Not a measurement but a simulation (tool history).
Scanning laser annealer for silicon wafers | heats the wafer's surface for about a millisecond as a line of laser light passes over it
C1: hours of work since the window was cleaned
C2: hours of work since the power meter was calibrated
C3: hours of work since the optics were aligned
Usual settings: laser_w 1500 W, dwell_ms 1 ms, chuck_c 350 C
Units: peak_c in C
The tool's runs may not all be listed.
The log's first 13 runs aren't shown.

Run 14, hour 946.9: usual settings but dwell_ms 0.72 ms, chuck_c 335 C; C1 267; C2 1553; C3 407. Result: peak_c 936 C.
Run 15, hour 995.6: usual settings but dwell_ms 0.72 ms, chuck_c 335 C; C1 297; C2 1583; C3 437. Result: peak_c 937 C.
Run 16, hour 1089.4: usual settings but dwell_ms 0.72 ms, chuck_c 335 C; C1 354; C2 1640; C3 494. Result: peak_c 939 C.
Run 17, hour 1141.5: usual settings but laser_w 1610 W; C1 386; C2 1672; C3 526. Result: peak_c 1136 C.
Run 18, hour 1207.1: usual settings but laser_w 1405 W; C1 426; C2 1712; C3 566. Result: peak_c 1023 C.
At hour 1230.9: window over the wafer cleaned.
Run 19, hour 1280.3: usual settings but dwell_ms 0.83 ms, chuck_c 333 C; C1 30; C2 1755; C3 609. Result: peak_c 988 C.
Run 20, hour 1344.4: usual settings but dwell_ms 0.83 ms, chuck_c 333 C; C1 69; C2 1794; C3 648. Result: peak_c 985 C.
Run 21, hour 1435.3: usual settings but laser_w 1513 W, dwell_ms 0.95 ms, chuck_c 355 C; C1 125; C2 1850; C3 704. Result: peak_c 1066 C.
Run 22, hour 1519.6: usual settings but laser_w 1632 W, dwell_ms 1.02 ms, chuck_c 331 C; C1 176; C2 1901; C3 755. Result: peak_c 1139 C.
Run 23, hour 1615.2: usual settings but laser_w 1632 W, dwell_ms 1.02 ms, chuck_c 331 C; C1 235; C2 1959; C3 814. Result: peak_c 1137 C.
At hour 1640.7: optics aligned, line set to its width.
Run 24, hour 1674.6: usual settings but laser_w 1309 W, dwell_ms 0.84 ms, chuck_c 333 C; C1 268; C2 1993; C3 21. Result: peak_c 899 C.
Run 25, hour 1762: usual settings but laser_w 1309 W, dwell_ms 0.84 ms, chuck_c 333 C; C1 321; C2 2046; C3 74. Result: peak_c 900 C.
Run 26, hour 1839.8: usual settings but dwell_ms 0.73 ms, chuck_c 330 C; C1 369; C2 2093; C3 122. Result: peak_c 938 C.
Run 27, hour 1944.4: usual settings but laser_w 1424 W, chuck_c 377 C; C1 432; C2 2157; C3 185. Result: peak_c 1060 C.
At hour 1952.4: window over the wafer cleaned.
Run 28, hour 2007.5: usual settings but laser_w 1472 W, chuck_c 380 C; C1 34; C2 2195; C3 223. Result: peak_c 1086 C.
Run 29, hour 2095.6: usual settings but laser_w 1571 W, chuck_c 337 C; C1 87; C2 2248; C3 276. Result: peak_c 1102 C.
Run 30, hour 2167.1: usual settings but laser_w 1611 W, dwell_ms 0.85 ms, chuck_c 327 C; C1 131; C2 2292; C3 320. Result: peak_c 1044 C.
Run 31, hour 2256.7: usual settings but laser_w 1611 W, dwell_ms 1.1 ms, chuck_c 327 C; C1 186; C2 2347; C3 375. Result: peak_c 1157 C.
Run 32, hour 2345.5: usual settings but laser_w 1611 W, dwell_ms 0.99 ms, chuck_c 327 C; C1 240; C2 2401; C3 429. Result: peak_c 1110 C.
Run 33, hour 2413.4: usual settings but chuck_c 361 C; C1 281; C2 2442; C3 470. Result: peak_c 1087 C.
Run 34, hour 2482.7: usual settings but dwell_ms 1.07 ms, chuck_c 373 C; C1 324; C2 2485; C3 513. Result: peak_c 1126 C.

3 ways to go on from here, each from the tool as it stands after run 34. What would each give?
Run A, hour 2577: usual settings but laser_w 1277 W, dwell_ms 0.89 ms, chuck_c 337 C; C1 381; C2 2542; C3 570. Result: peak_c ?.
Run B, hour 2577: usual settings but chuck_c 346 C; C1 381; C2 2542; C3 570. Result: peak_c ?.
Run C, hour 2577: usual settings but dwell_ms 1.07 ms, chuck_c 353 C; C1 381; C2 2542; C3 570. Result: peak_c ?.

run  peak_c
  A     904
  B    1072
  C    1107
Without the tool's hidden state the same runs would have given:
run  peak_c
  A     905
  B    1074
  C    1108
